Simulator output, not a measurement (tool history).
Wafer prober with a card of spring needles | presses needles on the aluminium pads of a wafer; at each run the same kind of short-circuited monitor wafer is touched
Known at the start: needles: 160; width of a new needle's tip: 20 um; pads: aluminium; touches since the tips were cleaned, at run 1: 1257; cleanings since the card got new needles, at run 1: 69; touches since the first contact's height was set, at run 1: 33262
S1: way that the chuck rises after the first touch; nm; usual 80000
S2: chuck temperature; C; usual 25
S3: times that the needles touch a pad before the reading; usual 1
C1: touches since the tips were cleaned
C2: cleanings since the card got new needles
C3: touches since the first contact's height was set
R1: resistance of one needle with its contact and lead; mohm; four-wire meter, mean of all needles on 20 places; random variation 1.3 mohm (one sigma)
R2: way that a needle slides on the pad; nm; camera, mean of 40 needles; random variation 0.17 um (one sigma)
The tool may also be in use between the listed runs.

Run 1, hour 0.0: usual settings; C1 1257; C2 69; C3 33262. Result: R1 102 mohm, R2 19690 nm.
At hour 2.0: tips cleaned on abrasive film.
At hour 6.9: tips cleaned on abrasive film.
Run 2, hour 7.3: usual settings; C1 195; C2 71; C3 36904. Result: R1 102 mohm, R2 19720 nm.
At hour 11.1: tips cleaned on abrasive film.
At hour 15.1: tips cleaned on abrasive film.
Run 3, hour 18.2: usual settings but S3 2; C1 1630; C2 73; C3 42460. Result: R1 104 mohm, R2 19810 nm.
At hour 19.3: tips cleaned on abrasive film.
At hour 23.2: tips cleaned on abrasive film.
At hour 27.3: tips cleaned on abrasive film.
Run 4, hour 30.9: usual settings but S3 2; C1 1866; C2 76; C3 48852. Result: R1 102 mohm, R2 19810 nm.
At hour 31.9: tips cleaned on abrasive film.
At hour 36.7: tips cleaned on abrasive film.
At hour 41.3: tips cleaned on abrasive film.
Run 5, hour 42.8: usual settings; C1 754; C2 79; C3 54840. Result: R1 101 mohm, R2 19810 nm.
At hour 45.7: tips cleaned on abrasive film.
At hour 50.6: tips cleaned on abrasive film.
Run 6, hour 51.1: usual settings; C1 265; C2 81; C3 59023. Result: R1 103 mohm, R2 19900 nm.
At hour 54.8: tips cleaned on abrasive film.
Run 7, hour 58.3: usual settings but S3 2; C1 1835; C2 82; C3 62703. Result: R1 103 mohm, R2 19700 nm.
At hour 59.4: tips cleaned on abrasive film.
At hour 63.6: tips cleaned on abrasive film.
Run 8, hour 65.7: usual settings but S3 2; C1 1089; C2 84; C3 66405. Result: R1 103 mohm, R2 19620 nm.
At hour 67.7: tips cleaned on abrasive film.
At hour 72.5: tips cleaned on abrasive film.
At hour 77.2: tips cleaned on abrasive film.
Run 9, hour 77.4: usual settings; C1 76; C2 87; C3 72296. Result: R1 104 mohm, R2 19850 nm.
At hour 81.2: tips cleaned on abrasive film.
Run 10, hour 84.4: usual settings; C1 1638; C2 88; C3 75851. Result: R1 102 mohm, R2 19460 nm.
At hour 85.2: tips cleaned on abrasive film.
At hour 89.7: tips cleaned on abrasive film.
At hour 94.2: tips cleaned on abrasive film.
At hour 98.8: tips cleaned on abrasive film.
Run 11, hour 98.8: usual settings; C1 0; C2 92; C3 83099. Result: R1 103 mohm, R2 19710 nm.
At hour 102.7: tips cleaned on abrasive film.
At hour 107.6: tips cleaned on abrasive film.
Run 12, hour 109.5: usual settings but S2 46 C; C1 1003; C2 94; C3 88534. Result: R1 103 mohm, R2 19920 nm.
At hour 111.6: tips cleaned on abrasive film.
At hour 116.0: tips cleaned on abrasive film.
At hour 120.0: tips cleaned on abrasive film.
Run 13, hour 122.3: usual settings; C1 1214; C2 97; C3 94971. Result: R1 102 mohm, R2 19710 nm.
At hour 124.3: tips cleaned on abrasive film.
At hour 129.1: tips cleaned on abrasive film.
Run 14, hour 132.6: usual settings; C1 1782; C2 99; C3 100176. Result: R1 105 mohm, R2 19830 nm.
At hour 133.6: tips cleaned on abrasive film.
At hour 138.4: tips cleaned on abrasive film.
At hour 143.2: tips cleaned on abrasive film.
Run 15, hour 145.0: usual settings; C1 898; C2 102; C3 106422. Result: R1 102 mohm, R2 19570 nm.
At hour 147.7: tips cleaned on abrasive film.
At hour 152.2: tips cleaned on abrasive film.
At hour 156.5: tips cleaned on abrasive film.
Run 16, hour 157.0: usual settings but S1 100000 nm; C1 239; C2 105; C3 112463. Result: R1 101 mohm, R2 24580 nm.
At hour 160.7: tips cleaned on abrasive film.
At hour 165.1: tips cleaned on abrasive film.
Run 17, hour 166.7: usual settings but S1 100000 nm; C1 783; C2 107; C3 117354. Result: R1 103 mohm, R2 24570 nm.
At hour 169.4: tips cleaned on abrasive film.
At hour 174.2: tips cleaned on abrasive film.
At hour 178.9: tips cleaned on abrasive film.
Run 18, hour 178.9: usual settings but S1 100000 nm; C1 31; C2 110; C3 123545. Result: R1 99 mohm, R2 24730 nm.
At hour 183.3: tips cleaned on abrasive film.
At hour 188.0: tips cleaned on abrasive film.
At hour 192.6: tips cleaned on abrasive film.
At hour 192.9: height of the first contact set anew.
Run 19, hour 196.6: usual settings but S1 63000 nm, S2 62 C; C1 1918; C2 113; C3 1918. Result: R1 109 mohm, R2 15470 nm.
At hour 197.6: tips cleaned on abrasive film.
At hour 202.4: tips cleaned on abrasive film.
Run 20, hour 205.0: usual settings but S1 95000 nm, S2 121 C; C1 1373; C2 115; C3 6169. Result: R1 113 mohm, R2 23340 nm.
At hour 206.9: tips cleaned on abrasive film.
At hour 211.6: tips cleaned on abrasive film.
At hour 216.3: tips cleaned on abrasive film.
At hour 220.5: tips cleaned on abrasive film.
Run 21, hour 220.5: usual settings but S1 95000 nm, S2 121 C; C1 0; C2 119; C3 13980. Result: R1 110 mohm, R2 23640 nm.
At hour 224.5: tips cleaned on abrasive film.
At hour 228.4: tips cleaned on abrasive film.
Run 22, hour 230.9: usual settings but S1 69000 nm, S2 68 C; C1 1328; C2 121; C3 19248. Result: R1 108 mohm, R2 17050 nm.
At hour 233.0: tips cleaned on abrasive film.
At hour 237.7: tips cleaned on abrasive film.
At hour 242.4: tips cleaned on abrasive film.
Run 23, hour 242.8: usual settings but S1 75000 nm, S2 58 C, S3 2; C1 193; C2 124; C3 25208. Result: R1 108 mohm, R2 18990 nm.
At hour 246.7: tips cleaned on abrasive film.
At hour 251.4: tips cleaned on abrasive film.
At hour 256.1: tips cleaned on abrasive film.
Run 24, hour 258.3: usual settings but S1 76000 nm, S2 45 C; C1 1128; C2 127; C3 33066. Result: R1 104 mohm, R2 18550 nm.
At hour 260.3: tips cleaned on abrasive film.
At hour 264.7: tips cleaned on abrasive film.
At hour 269.6: tips cleaned on abrasive film.
At hour 274.4: tips cleaned on abrasive film.
Run 25, hour 275.1: usual settings but S1 76000 nm, S2 45 C; C1 393; C2 131; C3 41544. Result: R1 102 mohm, R2 18560 nm.
At hour 278.8: tips cleaned on abrasive film.
At hour 283.6: tips cleaned on abrasive film.
At hour 288.3: tips cleaned on abrasive film.
Run 26, hour 289.9: usual settings but S1 76000 nm, S2 45 C; C1 807; C2 134; C3 48993. Result: R1 104 mohm, R2 18620 nm.
At hour 292.6: tips cleaned on abrasive film.
At hour 297.4: tips cleaned on abrasive film.
Run 27, hour 299.9: usual settings but S1 76000 nm, S2 45 C; C1 1297; C2 136; C3 54064. Result: R1 107 mohm, R2 19060 nm.
At hour 301.9: tips cleaned on abrasive film.
At hour 306.7: tips cleaned on abrasive film.
Run 28, hour 309.5: usual settings but S1 74000 nm, S2 51 C, S3 2; C1 1429; C2 138; C3 58929. Result: R1 104 mohm, R2 18540 nm.

4 ways to go on from here, each from the tool as it stands after run 28. What would each give?
At hour 311.5: tips cleaned on abrasive film.
At hour 316.1: tips cleaned on abrasive film.
At hour 320.7: tips cleaned on abrasive film.
At hour 324.7: tips cleaned on abrasive film.
Run A, hour 326.6: usual settings but S1 72000 nm, S3 2; C1 1006; C2 142; C3 67560. Result: R1 ?, R2 ?.
At hour 311.5: tips cleaned on abrasive film.
At hour 316.1: tips cleaned on abrasive film.
At hour 320.7: tips cleaned on abrasive film.
At hour 324.7: tips cleaned on abrasive film.
Run B, hour 326.6: usual settings but S1 61000 nm, S2 125 C, S3 3; C1 1006; C2 142; C3 67560. Result: R1 ?, R2 ?.
At hour 311.5: tips cleaned on abrasive film.
At hour 316.1: tips cleaned on abrasive film.
At hour 320.7: tips cleaned on abrasive film.
At hour 324.7: tips cleaned on abrasive film.
Run C, hour 326.6: usual settings but S1 69000 nm, S2 51 C; C1 1006; C2 142; C3 67560. Result: R1 ?, R2 ?.
At hour 311.5: tips cleaned on abrasive film.
At hour 316.1: tips cleaned on abrasive film.
At hour 320.7: tips cleaned on abrasive film.
At hour 324.7: tips cleaned on abrasive film.
Run D, hour 326.6: usual settings but S1 78000 nm, S2 87 C, S3 2; C1 1006; C2 142; C3 67560. Result: R1 ?, R2 ?.

run   R1     R2
  A  102  17720
  B  117  15080
  C  107  17090
  D  108  19300
Without the tool's hidden state the same runs would have given:
run   R1     R2
  A  102  17740
  B  117  15110
  C  106  17120
  D  108  19320

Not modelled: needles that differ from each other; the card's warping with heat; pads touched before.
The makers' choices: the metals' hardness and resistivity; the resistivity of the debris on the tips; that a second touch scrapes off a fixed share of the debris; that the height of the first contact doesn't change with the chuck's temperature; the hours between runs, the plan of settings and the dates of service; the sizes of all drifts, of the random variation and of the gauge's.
